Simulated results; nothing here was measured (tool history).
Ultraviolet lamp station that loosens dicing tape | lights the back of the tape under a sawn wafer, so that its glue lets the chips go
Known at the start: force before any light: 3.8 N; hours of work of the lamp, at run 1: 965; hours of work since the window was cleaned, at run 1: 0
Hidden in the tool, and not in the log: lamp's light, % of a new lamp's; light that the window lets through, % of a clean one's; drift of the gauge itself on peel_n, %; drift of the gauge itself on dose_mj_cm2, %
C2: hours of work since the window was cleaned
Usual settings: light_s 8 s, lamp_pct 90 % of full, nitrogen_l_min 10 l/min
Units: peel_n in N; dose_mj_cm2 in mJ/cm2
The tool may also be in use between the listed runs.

Run 1, hour 0.0: usual settings; hours of work of the lamp 965; C2 0. Result: peel_n 0.335 N, dose_mj_cm2 465 mJ/cm2.
Run 2, hour 65.7: usual settings but light_s 11 s; hours of work of the lamp 1004; C2 39. Result: peel_n 0.219 N, dose_mj_cm2 634 mJ/cm2.
Run 3, hour 133.3: usual settings but light_s 11 s, lamp_pct 83 % of full; hours of work of the lamp 1045; C2 79. Result: peel_n 0.260 N, dose_mj_cm2 569 mJ/cm2.
At hour 137.8: window cleaned of glue's vapour.
Run 4, hour 215.6: usual settings but light_s 11 s, lamp_pct 68 % of full; hours of work of the lamp 1093; C2 46. Result: peel_n 0.366 N, dose_mj_cm2 447 mJ/cm2.
Run 5, hour 276.8: usual settings but light_s 5 s; hours of work of the lamp 1130; C2 83. Result: peel_n 0.839 N, dose_mj_cm2 258 mJ/cm2.
At hour 313.6: window cleaned of glue's vapour, once more.
Run 6, hour 362.1: usual settings but nitrogen_l_min 8 l/min; hours of work of the lamp 1180; C2 29. Result: peel_n 0.445 N, dose_mj_cm2 437 mJ/cm2.
Run 7, hour 418.5: usual settings but light_s 4 s, lamp_pct 65 % of full, nitrogen_l_min 13 l/min; hours of work of the lamp 1214; C2 62. Result: peel_n 1.384 N, dose_mj_cm2 157 mJ/cm2.
Run 8, hour 480.9: usual settings but light_s 4 s, lamp_pct 65 % of full, nitrogen_l_min 13 l/min; hours of work of the lamp 1251; C2 100. Result: peel_n 1.493 N, dose_mj_cm2 153 mJ/cm2.
Run 9, hour 524.7: usual settings but light_s 7 s, lamp_pct 97 % of full, nitrogen_l_min 7 l/min; hours of work of the lamp 1277; C2 126. Result: peel_n 0.592 N, dose_mj_cm2 387 mJ/cm2.
Run 10, hour 612.0: usual settings but lamp_pct 96 % of full; hours of work of the lamp 1329; C2 178. Result: peel_n 0.405 N, dose_mj_cm2 426 mJ/cm2.

Forecast each of these 3 alternatives for the next run:
Run A, hour 669.0: usual settings but lamp_pct 99 % of full, nitrogen_l_min 19 l/min; hours of work of the lamp 1363; C2 212. Result: peel_n ?, dose_mj_cm2 ?.
Run B, hour 669.0: usual settings but light_s 6 s, lamp_pct 91 % of full, nitrogen_l_min 16 l/min; hours of work of the lamp 1363; C2 212. Result: peel_n ?, dose_mj_cm2 ?.
Run C, hour 669.0: usual settings but light_s 13 s, lamp_pct 69 % of full, nitrogen_l_min 3 l/min; hours of work of the lamp 1363; C2 212. Result: peel_n ?, dose_mj_cm2 ?.

run  peel_n  dose_mj_cm2
  A   0.285          432
  B   0.564          294
  C   0.658          490
Without the tool's hidden state the same runs would have given:
run  peel_n  dose_mj_cm2
  A   0.178          649
  B   0.288          443
  C   0.343          737
